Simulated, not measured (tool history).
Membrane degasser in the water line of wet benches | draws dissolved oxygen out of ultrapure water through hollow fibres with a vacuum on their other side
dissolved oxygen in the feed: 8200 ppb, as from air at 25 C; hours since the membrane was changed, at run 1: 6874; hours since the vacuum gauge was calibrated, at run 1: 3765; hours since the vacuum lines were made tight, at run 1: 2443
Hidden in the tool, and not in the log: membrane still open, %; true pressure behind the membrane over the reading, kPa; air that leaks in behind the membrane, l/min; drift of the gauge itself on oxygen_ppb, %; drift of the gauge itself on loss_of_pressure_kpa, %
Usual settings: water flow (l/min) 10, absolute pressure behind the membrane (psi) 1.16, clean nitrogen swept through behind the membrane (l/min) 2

| run | hour | water flow (l/min) | absolute pressure behind the membrane (psi) | clean nitrogen swept through behind the membrane (l/min) | hours since the membrane was changed | hours since the vacuum gauge was calibrated | hours since the vacuum lines were made tight | dissolved oxygen in the water behind the degasser (ppb) | pressure that the water loses in the fibres (psi) |
|---|---|---|---|---|---|---|---|---|---|
| 1 | 0 | 10 | 1.16 | 2 | 6874 | 3765 | 2443 | 85.5 | 6.073 |
| 2 | 130.3 | 10 | 1.16 | 2 | 7004 | 3895 | 2573 | 87.8 | 6.031 |
| 3 | 277.8 | 10 | 1.16 | 2 | 7151 | 4042 | 2721 | 87.1 | 6.036 |
| 4 | 404.9 | 10 | 2.255 | 2 | 7279 | 4170 | 2848 | 180.1 | 5.98 |
| 5 | 601.6 | 10 | 1.594 | 2 | 7475 | 4366 | 3045 | 124.5 | 6.076 |
| 6 | 800.1 | 10 | 1.594 | 2 | 7674 | 4565 | 3243 | 124.7 | 6.067 |
| 7 | 921.7 | 10 | 1.594 | 2 | 7795 | 4686 | 3365 | 124.1 | 6.07 |
| 8 | 1058.1 | 10 | 1.16 | 2 | 7932 | 4823 | 3501 | 89.4 | 6.106 |
| 9 | 1201.7 | 10 | 0.846 | 2 | 8075 | 4966 | 3645 | 62.8 | 6.11 |
| 10 | 1329.3 | 10 | 1.16 | 2.11 | 8203 | 5094 | 3772 | 85.9 | 6.09 |
| 11 | 1511.1 | 10 | 1.16 | 5.06 | 8385 | 5276 | 3954 | 53.1 | 6.113 |
| 12 | 1701.4 | 10 | 1.16 | 4.17 | 8575 | 5466 | 4145 | 59 | 6.055 |
| 13 | 1898.5 | 10 | 1.16 | 2 | 8772 | 5663 | 4342 | 89.1 | 6.044 |
| 14 | 1989 | 10 | 1.16 | 0.88 | 8863 | 5754 | 4432 | 163.3 | 6.161 |
| 15 | 2128.7 | 10 | 1.16 | 4.87 | 9002 | 5893 | 4572 | 55.3 | 6.132 |
| 16 | 2258.3 | 10 | 1.16 | 4.87 | 9132 | 6023 | 4701 | 53.6 | 6.123 |
|  | 2270.2 | vacuum gauge calibrated |
| 17 | 2365.1 | 15 | 2.5 | 0.88 | 9238 | 95 | 4808 | 593 | 9.227 |
| 18 | 2506.8 | 13 | 1.018 | 1.08 | 9380 | 237 | 4949 | 177.5 | 8.022 |
| 19 | 2654.4 | 10 | 0.995 | 4.04 | 9527 | 384 | 5097 | 51.7 | 6.099 |
| 20 | 2847.3 | 10 | 2.337 | 3.05 | 9720 | 577 | 5290 | 136.6 | 6.129 |
| 21 | 2933.4 | 10 | 2.337 | 3.05 | 9806 | 663 | 5376 | 135.8 | 6.125 |
| 22 | 3050.7 | 10 | 2.337 | 3.05 | 9924 | 781 | 5493 | 135.1 | 6.118 |
| 23 | 3231.8 | 6 | 1.16 | 3.68 | 10105 | 962 | 5674 | 22.9 | 3.727 |
| 24 | 3349.1 | 6 | 1.561 | 3.68 | 10222 | 1079 | 5792 | 34.8 | 3.732 |
| 25 | 3445.2 | 6 | 1.561 | 3.68 | 10318 | 1175 | 5888 | 35.6 | 3.688 |
| 26 | 3624.4 | 7 | 2.499 | 2 | 10497 | 1354 | 6067 | 131.4 | 4.322 |
| 27 | 3783.1 | 6 | 1.191 | 2 | 10656 | 1513 | 6226 | 41.7 | 3.752 |
| 28 | 3944.6 | 15 | 1.16 | 2 | 10818 | 1674 | 6387 | 199.7 | 9.233 |
| 29 | 4091 | 10 | 1.252 | 3.41 | 10964 | 1821 | 6534 | 70.8 | 6.167 |
| 30 | 4230.9 | 14 | 1.168 | 1.64 | 11104 | 1961 | 6674 | 193.5 | 8.627 |
| 31 | 4333.5 | 13 | 1.727 | 3.53 | 11207 | 2063 | 6776 | 155.8 | 8.028 |
| 32 | 4469.5 | 14 | 1.16 | 1.28 | 11343 | 2199 | 6912 | 216.3 | 8.647 |

Forecast each of these 3 alternatives for the next run:
| A | 4569.2 | 8 | 0.802 | 2.82 | 11442 | 2299 | 7012 | ? | ? |
| B | 4569.2 | 14 | 1.268 | 1.12 | 11442 | 2299 | 7012 | ? | ? |
| C | 4569.2 | 10 | 2.283 | 2 | 11442 | 2299 | 7012 | ? | ? |

| run | dissolved oxygen in the water behind the degasser (ppb) | pressure that the water loses in the fibres (psi) |
|---|---|---|
| A | 29.7 | 4.956 |
| B | 253.2 | 8.659 |
| C | 186.6 | 6.19 |
Without the tool's hidden state the same runs would have given:
| run | dissolved oxygen in the water behind the degasser (ppb) | pressure that the water loses in the fibres (psi) |
|---|---|---|
| A | 24.3 | 4.657 |
| B | 225.9 | 8.137 |
| C | 172.9 | 5.816 |
